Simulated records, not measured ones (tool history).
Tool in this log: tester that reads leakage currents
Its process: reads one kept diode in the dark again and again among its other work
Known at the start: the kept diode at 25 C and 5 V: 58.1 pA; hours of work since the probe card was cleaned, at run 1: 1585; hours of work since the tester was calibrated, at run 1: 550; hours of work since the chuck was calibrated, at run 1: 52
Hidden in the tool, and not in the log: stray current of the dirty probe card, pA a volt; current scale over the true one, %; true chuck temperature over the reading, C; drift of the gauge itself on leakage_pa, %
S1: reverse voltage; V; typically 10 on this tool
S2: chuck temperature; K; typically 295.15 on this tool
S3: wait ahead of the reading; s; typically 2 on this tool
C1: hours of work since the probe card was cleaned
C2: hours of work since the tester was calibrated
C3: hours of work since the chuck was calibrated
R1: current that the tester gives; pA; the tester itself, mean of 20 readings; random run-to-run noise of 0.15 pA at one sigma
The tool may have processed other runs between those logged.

run,hour,S1,S2,S3,C1,C2,C3,R1
1,0,10,295.15,2,1585,550,52,62.75
2,38,10,295.15,2,1601,566,69,62.6
3,72.6,10,303.15,2,1616,581,84,126.48
4,91.6,10,303.15,2,1624,589,92,126.03
5,131.9,10,295.15,2,1642,607,109,62.39
6,149.8,10,295.15,2,1649,614,117,62.84
7,179.6,4.6,295.15,2,1662,627,130,44.4
8,200.2,10.8,295.15,2,1671,636,139,64.61
9,218.6,10.8,295.15,2,1679,644,147,64.88
10,242.6,14.2,295.15,2,1690,655,157,73.41
11,280.1,14.2,295.15,2,1706,671,173,73.73
# hour 287.2: probe card cleaned and baked
12,309.8,7.7,306.15,2,10,682,185,147.05
13,350.5,7.7,306.15,2,27,700,203,146.75
# hour 365.1: probe card cleaned and baked, once more
14,387.4,7.7,306.15,2,10,715,217,144.05
15,431.7,7.7,306.15,2,29,734,236,143.9
16,463.4,7.7,306.15,2,43,748,250,143.83

What will run 17 give?
17,490,4.5,322.15,0.91,54,759,262,?

{"run 17": {"R1": 437.62}}
Without the tool's hidden state the same run would have given R1 439.94 pA.

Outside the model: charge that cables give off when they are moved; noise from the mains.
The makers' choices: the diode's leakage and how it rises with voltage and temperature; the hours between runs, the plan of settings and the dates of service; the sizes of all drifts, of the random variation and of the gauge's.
